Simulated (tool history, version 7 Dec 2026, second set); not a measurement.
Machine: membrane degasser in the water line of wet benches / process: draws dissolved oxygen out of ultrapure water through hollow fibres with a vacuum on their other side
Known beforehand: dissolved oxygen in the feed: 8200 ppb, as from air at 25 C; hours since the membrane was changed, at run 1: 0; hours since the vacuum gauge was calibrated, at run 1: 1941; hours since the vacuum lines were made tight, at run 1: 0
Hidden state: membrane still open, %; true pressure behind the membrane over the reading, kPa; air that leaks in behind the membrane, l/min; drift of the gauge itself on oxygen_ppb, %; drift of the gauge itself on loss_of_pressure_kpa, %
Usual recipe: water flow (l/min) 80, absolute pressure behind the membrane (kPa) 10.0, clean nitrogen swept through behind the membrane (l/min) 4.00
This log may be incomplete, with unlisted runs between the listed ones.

run    hour  water flow (l/min)  absolute pressure behind the membrane (kPa)  clean nitrogen swept through behind the membrane (l/min)  hours since the membrane was changed  hours since the vacuum gauge was calibrated  hours since the vacuum lines were made tight  dissolved oxygen in the water behind the degasser (ppb)  pressure that the water loses in the fibres (kPa)
  1     0.0                  80                                         10.0                                                      4.00                                     0                                         1941                                             0                                                    310.8                                              39.76
  2   306.2                  80                                         10.0                                                      4.00                                   306                                         2247                                           306                                                    315.6                                              40.14
  3   512.1                  80                                         11.3                                                      4.00                                   512                                         2453                                           512                                                    363.0                                              39.90
  4   801.1                  80                                         10.0                                                      4.00                                   801                                         2742                                           801                                                    314.7                                              40.12
  5  1105.7                  80                                         10.0                                                      4.00                                  1106                                         3047                                          1106                                                    315.0                                              40.35
  6  1341.8                  80                                         23.7                                                      4.00                                  1342                                         3283                                          1342                                                    853.8                                              40.12
  7  1608.6                  74                                         10.0                                                      4.00                                  1609                                         3549                                          1609                                                    294.1                                              37.51
  8  1898.6                 104                                         10.0                                                      4.00                                  1899                                         3840                                          1899                                                    414.9                                              52.61
  9  2160.1                 104                                         10.0                                                      4.00                                  2160                                         4101                                          2160                                                    411.1                                              52.37
 10  2419.6                 104                                         10.0                                                      4.00                                  2420                                         4360                                          2420                                                    415.4                                              52.65
 11  2690.6                 104                                         10.0                                                      4.00                                  2691                                         4631                                          2691                                                    419.3                                              52.94
 12  2869.3                  69                                         10.0                                                      4.00                                  2869                                         4810                                          2869                                                    271.6                                              35.20
 13  3037.6                  75                                         10.0                                                      4.00                                  3038                                         4978                                          3038                                                    298.5                                              38.04
 14  3240.5                  83                                         10.0                                                      4.00                                  3240                                         5181                                          3240                                                    336.0                                              42.36
 15  3524.4                  83                                         10.0                                                      4.00                                  3524                                         5465                                          3524                                                    330.9                                              42.44
 16  3651.6                  83                                         10.0                                                      4.00                                  3652                                         5593                                          3652                                                    330.6                                              42.64
 17  3868.6                  64                                         17.5                                                      1.98                                  3869                                         5809                                          3869                                                    903.6                                              32.68
 18  4004.1                  51                                          9.0                                                      1.98                                  4004                                         5945                                          4004                                                    319.5                                              26.36
 19  4128.4                  80                                         23.6                                                      7.62                                  4128                                         6069                                          4128                                                    503.6                                              41.42
 20  4316.7                 100                                          7.8                                                      2.56                                  4317                                         6258                                          4317                                                    401.7                                              51.72
 21  4579.0                 109                                         14.5                                                      4.00                                  4579                                         6520                                          4579                                                    691.4                                              56.26
 22  4874.1                  80                                         10.0                                                      5.66                                  4874                                         6815                                          4874                                                    247.0                                              41.27
 23  5154.0                  80                                         10.0                                                      5.66                                  5154                                         7095                                          5154                                                    246.9                                              41.60

Predict the results of run 24:
     5335.3  -- vacuum gauge calibrated
 24  5341.7                  80                                         10.0                                                      5.66                                  5341                                            6                                          5341                                                        ?                                                  ?

Run 24 came out at dissolved oxygen in the water behind the degasser (ppb) 242.0, pressure that the water loses in the fibres (kPa) 41.49.
Had the tool carried no hidden state, the very same run would have given dissolved oxygen in the water behind the degasser (ppb) 234.1, pressure that the water loses in the fibres (kPa) 39.71.
